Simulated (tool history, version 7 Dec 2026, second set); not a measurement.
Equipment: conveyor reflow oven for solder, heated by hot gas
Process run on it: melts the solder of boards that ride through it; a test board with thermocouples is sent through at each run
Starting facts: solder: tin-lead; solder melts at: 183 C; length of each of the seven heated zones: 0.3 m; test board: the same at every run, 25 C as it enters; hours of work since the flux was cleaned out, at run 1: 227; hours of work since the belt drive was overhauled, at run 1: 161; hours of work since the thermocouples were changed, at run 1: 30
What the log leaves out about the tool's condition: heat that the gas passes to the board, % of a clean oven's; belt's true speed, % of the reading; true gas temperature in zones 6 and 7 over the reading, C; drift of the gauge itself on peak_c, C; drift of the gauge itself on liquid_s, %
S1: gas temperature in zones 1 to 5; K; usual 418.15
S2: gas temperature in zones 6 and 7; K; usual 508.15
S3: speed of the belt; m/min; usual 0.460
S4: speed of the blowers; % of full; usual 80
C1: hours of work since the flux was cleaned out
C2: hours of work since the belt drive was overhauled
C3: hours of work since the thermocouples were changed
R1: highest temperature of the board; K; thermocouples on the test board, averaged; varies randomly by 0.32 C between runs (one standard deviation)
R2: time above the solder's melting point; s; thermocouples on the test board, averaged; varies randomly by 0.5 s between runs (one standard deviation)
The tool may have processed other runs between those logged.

run   hour      S1      S2     S3  S4   C1   C2  C3      R1    R2
  1    0.0  418.15  508.15  0.460  80  227  161  30  492.85  62.5
  2    8.0  418.15  508.15  0.460  80  232  166  35  492.85  62.3
  3   13.6  418.15  497.15  0.460  80  235  169  38  484.25  54.4
  4   19.2  418.15  500.15  0.460  80  238  172  41  485.85  57.1
  5   27.1  418.15  500.15  0.460  80  243  177  46  485.65  57.0
  6   34.1  418.15  500.15  0.460  80  247  181  50  485.65  57.3
  7   42.2  418.15  500.15  0.460  80  252  186  55  485.95  56.9
  8   51.6  418.15  508.15  0.460  80  258  192  61  492.45  63.2
  9   57.2  418.15  508.15  0.460  80  261  195  64  492.65  62.4
 10   63.9  418.15  508.15  0.460  80  265  199  68  492.45  63.4
 11   69.7  418.15  508.15  0.460  80  268  202  71  492.35  63.1
 12   78.3  418.15  508.15  0.460  80  273  208  77  493.25  62.9
 13   86.3  418.15  522.15  0.455  80  278  212  81  505.25  70.6
 14   91.4  418.15  522.15  0.455  56  281  215  84  497.45  66.2
 15   99.4  418.15  508.15  0.398  50  286  220  89  488.05  67.8
 16  107.6  414.15  508.15  0.401  66  291  225  94  492.65  70.6
 17  112.9  414.15  508.15  0.401  66  294  228  97  492.55  71.4

What will run 18 give?
 18  120.2  414.15  508.15  0.401  66  298  232  101   ?   ?

R1: 492.65 K
R2: 71.2 s
Were there no unlogged condition in the tool, this run, its random variation unchanged, would have produced R1 492.65 K, R2 71.3 s.
